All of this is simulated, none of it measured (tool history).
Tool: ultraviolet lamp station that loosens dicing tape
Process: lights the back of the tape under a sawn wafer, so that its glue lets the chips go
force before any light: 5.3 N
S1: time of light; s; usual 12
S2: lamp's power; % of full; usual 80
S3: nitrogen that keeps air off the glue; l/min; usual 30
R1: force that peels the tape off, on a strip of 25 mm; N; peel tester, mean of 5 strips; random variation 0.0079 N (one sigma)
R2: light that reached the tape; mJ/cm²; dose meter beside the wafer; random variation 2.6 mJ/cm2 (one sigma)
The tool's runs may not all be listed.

{"run": 1, "hour": 0.0, "S1": 12, "S2": 80, "S3": 30, "R1": 0.556, "R2": 248}
{"run": 2, "hour": 55.9, "S1": 12, "S2": 80, "S3": 30, "R1": 0.596, "R2": 240}
{"run": 3, "hour": 95.0, "S1": 12, "S2": 80, "S3": 30, "R1": 0.633, "R2": 236}
{"run": 4, "hour": 130.1, "S1": 12, "S2": 80, "S3": 30, "R1": 0.649, "R2": 232}
{"run": 5, "hour": 159.7, "S1": 12, "S2": 80, "S3": 30, "R1": 0.665, "R2": 228}
{"run": 6, "hour": 202.4, "S1": 12, "S2": 80, "S3": 30, "R1": 0.687, "R2": 220}
{"run": 7, "hour": 231.2, "S1": 12, "S2": 80, "S3": 30, "R1": 0.743, "R2": 215}
{"run": 8, "hour": 263.1, "S1": 12, "S2": 80, "S3": 30, "R1": 0.756, "R2": 216}
{"run": 9, "hour": 308.8, "S1": 19, "S2": 80, "S3": 30, "R1": 0.325, "R2": 335}
{"run": 10, "hour": 358.4, "S1": 19, "S2": 80, "S3": 30, "R1": 0.271, "R2": 364}
{"run": 11, "hour": 406.0, "S1": 19, "S2": 80, "S3": 30, "R1": 0.149, "R2": 517}
{"run": 12, "hour": 469.1, "S1": 8, "S2": 80, "S3": 51, "R1": 0.58, "R2": 212}
{"run": 13, "hour": 516.6, "S1": 8, "S2": 80, "S3": 51, "R1": 0.619, "R2": 206}
{"run": 14, "hour": 567.4, "S1": 8, "S2": 80, "S3": 51, "R1": 0.66, "R2": 198}
{"run": 15, "hour": 622.2, "S1": 12, "S2": 80, "S3": 10, "R1": 0.766, "R2": 297}
{"run": 16, "hour": 683.9, "S1": 12, "S2": 80, "S3": 10, "R1": 0.813, "R2": 284}
{"run": 17, "hour": 742.3, "S1": 6, "S2": 62, "S3": 28, "R1": 1.892, "R2": 108}
{"run": 18, "hour": 801.6, "S1": 6, "S2": 62, "S3": 28, "R1": 1.702, "R2": 116}
{"run": 19, "hour": 827.5, "S1": 6, "S2": 62, "S3": 28, "R1": 1.797, "R2": 118}

Taken out of this log: 3 entries between the listed runs. Where each belongs, and how the hidden state differs across it:
Between runs 9 and 10: window cleaned of glue's vapour (hour 340.8)
  lamp's light, % of a new lamp's: 69.7 -> 68.7; light that the window lets through, % of a clean one's: 88.1 -> 98.9
  measured less the result without the state, R1: +0.172 -> +0.114 N; R2: -207 -> -171 mJ/cm²
Between runs 10 and 11: lamp changed (hour 400.5)
  lamp's light, % of a new lamp's: 68.7 -> 99.6; light that the window lets through, % of a clean one's: 98.9 -> 97.6
  measured less the result without the state, R1: +0.114 -> +0.004 N; R2: -171 -> -15 mJ/cm²
Between runs 17 and 18: window cleaned of glue's vapour (hour 762.8)
  lamp's light, % of a new lamp's: 93.5 -> 92.4; light that the window lets through, % of a clean one's: 87.7 -> 98.6
  measured less the result without the state, R1: +0.364 -> +0.169 N; R2: -24 -> -12 mJ/cm²
